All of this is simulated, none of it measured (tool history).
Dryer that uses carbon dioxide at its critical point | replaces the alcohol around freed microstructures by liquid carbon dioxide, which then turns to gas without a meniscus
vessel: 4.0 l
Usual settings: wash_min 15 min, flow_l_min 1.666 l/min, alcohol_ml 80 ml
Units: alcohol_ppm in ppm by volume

{"run": 1, "hour": 0.0, "wash_min": 15, "flow_l_min": 1.666, "alcohol_ml": 80, "alcohol_ppm": 171}
{"run": 2, "hour": 23.8, "wash_min": 15, "flow_l_min": 1.666, "alcohol_ml": 80, "alcohol_ppm": 172}
{"run": 3, "hour": 60.2, "wash_min": 15, "flow_l_min": 1.666, "alcohol_ml": 34, "alcohol_ppm": 133}
{"run": 4, "hour": 87.0, "wash_min": 15, "flow_l_min": 1.666, "alcohol_ml": 34, "alcohol_ppm": 148}
{"run": 5, "hour": 108.4, "wash_min": 15, "flow_l_min": 1.66, "alcohol_ml": 80, "alcohol_ppm": 218}
{"run": 6, "hour": 133.1, "wash_min": 18, "flow_l_min": 2.09, "alcohol_ml": 80, "alcohol_ppm": 152}
{"run": 7, "hour": 151.0, "wash_min": 18, "flow_l_min": 2.09, "alcohol_ml": 80, "alcohol_ppm": 166}
{"run": 8, "hour": 174.5, "wash_min": 17, "flow_l_min": 1.666, "alcohol_ml": 32, "alcohol_ppm": 179}
{"run": 9, "hour": 210.5, "wash_min": 17, "flow_l_min": 1.666, "alcohol_ml": 32, "alcohol_ppm": 200}
{"run": 10, "hour": 243.2, "wash_min": 17, "flow_l_min": 1.666, "alcohol_ml": 25, "alcohol_ppm": 198}

3 ways to go on from here, each from the tool as it stands after run 10. What would each give?
{"run": "A", "hour": 267.6, "wash_min": 9, "flow_l_min": 1.666, "alcohol_ml": 25, "alcohol_ppm": "?"}
{"run": "B", "hour": 267.6, "wash_min": 19, "flow_l_min": 1.666, "alcohol_ml": 80, "alcohol_ppm": "?"}
{"run": "C", "hour": 267.6, "wash_min": 10, "flow_l_min": 1.666, "alcohol_ml": 80, "alcohol_ppm": "?"}

run=A alcohol_ppm=422
run=B alcohol_ppm=218
run=C alcohol_ppm=690
Without the tool's hidden state the same runs would have given:
run=A alcohol_ppm=184
run=B alcohol_ppm=19
run=C alcohol_ppm=386

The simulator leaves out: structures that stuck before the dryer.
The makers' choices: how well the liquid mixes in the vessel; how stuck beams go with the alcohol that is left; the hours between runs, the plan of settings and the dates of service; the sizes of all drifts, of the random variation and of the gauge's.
